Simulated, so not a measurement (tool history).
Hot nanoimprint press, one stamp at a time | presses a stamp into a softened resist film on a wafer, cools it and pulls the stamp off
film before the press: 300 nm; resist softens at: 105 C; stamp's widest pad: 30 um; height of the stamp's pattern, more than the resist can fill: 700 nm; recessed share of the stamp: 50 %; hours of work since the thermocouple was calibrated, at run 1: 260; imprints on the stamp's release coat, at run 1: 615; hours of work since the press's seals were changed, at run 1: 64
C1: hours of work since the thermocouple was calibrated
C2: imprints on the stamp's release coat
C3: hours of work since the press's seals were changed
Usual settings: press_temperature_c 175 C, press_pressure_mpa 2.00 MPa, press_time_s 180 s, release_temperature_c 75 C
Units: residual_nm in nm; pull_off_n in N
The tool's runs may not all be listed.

Run 1, hour 0.0: usual settings; C1 260; C2 615; C3 64. Result: residual_nm 143.2 nm, pull_off_n 187 N.
Run 2, hour 29.0: usual settings but press_temperature_c 163 C; C1 272; C2 657; C3 76. Result: residual_nm 204.2 nm, pull_off_n 191 N.
Run 3, hour 57.3: usual settings but press_temperature_c 163 C; C1 283; C2 698; C3 88. Result: residual_nm 202.5 nm, pull_off_n 187 N.
Run 4, hour 82.7: usual settings but press_time_s 266 s; C1 294; C2 735; C3 98. Result: residual_nm 122.9 nm, pull_off_n 188 N.
Run 5, hour 110.5: usual settings but press_time_s 266 s, release_temperature_c 81 C; C1 305; C2 775; C3 109. Result: residual_nm 124.0 nm, pull_off_n 165 N.
Run 6, hour 135.6: usual settings but press_time_s 266 s, release_temperature_c 81 C; C1 316; C2 811; C3 120. Result: residual_nm 124.3 nm, pull_off_n 168 N.
Run 7, hour 157.6: usual settings but press_temperature_c 176 C, press_time_s 266 s, release_temperature_c 81 C; C1 325; C2 843; C3 129. Result: residual_nm 119.8 nm, pull_off_n 168 N.
Run 8, hour 183.8: usual settings but press_temperature_c 176 C, press_time_s 266 s, release_temperature_c 81 C; C1 336; C2 881; C3 140. Result: residual_nm 119.5 nm, pull_off_n 173 N.
At hour 189.2: plate thermocouple calibrated.
Run 9, hour 205.4: usual settings but press_temperature_c 176 C, press_time_s 266 s, release_temperature_c 81 C; C1 7; C2 908; C3 147. Result: residual_nm 118.4 nm, pull_off_n 169 N.
Run 10, hour 228.0: usual settings but press_temperature_c 164 C, press_time_s 241 s; C1 16; C2 940; C3 157. Result: residual_nm 180.5 nm, pull_off_n 198 N.
Run 11, hour 255.8: usual settings but press_temperature_c 164 C, press_time_s 241 s; C1 28; C2 981; C3 168. Result: residual_nm 179.9 nm, pull_off_n 207 N.
Run 12, hour 274.5: usual settings but press_temperature_c 164 C, press_pressure_mpa 2.12 MPa, press_time_s 306 s, release_temperature_c 74 C; C1 35; C2 1008; C3 176. Result: residual_nm 163.6 nm, pull_off_n 203 N.
At hour 294.7: plate thermocouple calibrated, once more.
Run 13, hour 306.4: usual settings but press_temperature_c 180 C, press_pressure_mpa 2.32 MPa; C1 5; C2 1049; C3 188. Result: residual_nm 116.5 nm, pull_off_n 203 N.
Run 14, hour 319.7: usual settings but press_temperature_c 180 C, press_pressure_mpa 2.32 MPa; C1 10; C2 1069; C3 193. Result: residual_nm 116.7 nm, pull_off_n 207 N.
Run 15, hour 332.1: usual settings but press_temperature_c 180 C, press_pressure_mpa 1.32 MPa, release_temperature_c 79 C; C1 15; C2 1087; C3 199. Result: residual_nm 150.9 nm, pull_off_n 190 N.

Forecast each of these 4 alternatives for the next run:
Run A, hour 358.3: usual settings but press_temperature_c 180 C, press_pressure_mpa 2.77 MPa, release_temperature_c 79 C; C1 26; C2 1124; C3 209. Result: residual_nm ?, pull_off_n ?.
Run B, hour 358.3: usual settings but press_temperature_c 173 C, press_pressure_mpa 1.38 MPa, release_temperature_c 79 C; C1 26; C2 1124; C3 209. Result: residual_nm ?, pull_off_n ?.
Run C, hour 358.3: usual settings but press_temperature_c 180 C, press_pressure_mpa 2.24 MPa, release_temperature_c 79 C; C1 26; C2 1124; C3 209. Result: residual_nm ?, pull_off_n ?.
Run D, hour 358.3: usual settings but press_temperature_c 186 C, press_pressure_mpa 2.41 MPa, release_temperature_c 82 C; C1 26; C2 1124; C3 209. Result: residual_nm ?, pull_off_n ?.

run  residual_nm  pull_off_n
  A        106.6         194
  B        180.9         195
  C        119.7         196
  D         94.2         180
Without the tool's hidden state the same runs would have given:
run  residual_nm  pull_off_n
  A        106.8         160
  B        181.8         161
  C        120.1         163
  D         94.4         149

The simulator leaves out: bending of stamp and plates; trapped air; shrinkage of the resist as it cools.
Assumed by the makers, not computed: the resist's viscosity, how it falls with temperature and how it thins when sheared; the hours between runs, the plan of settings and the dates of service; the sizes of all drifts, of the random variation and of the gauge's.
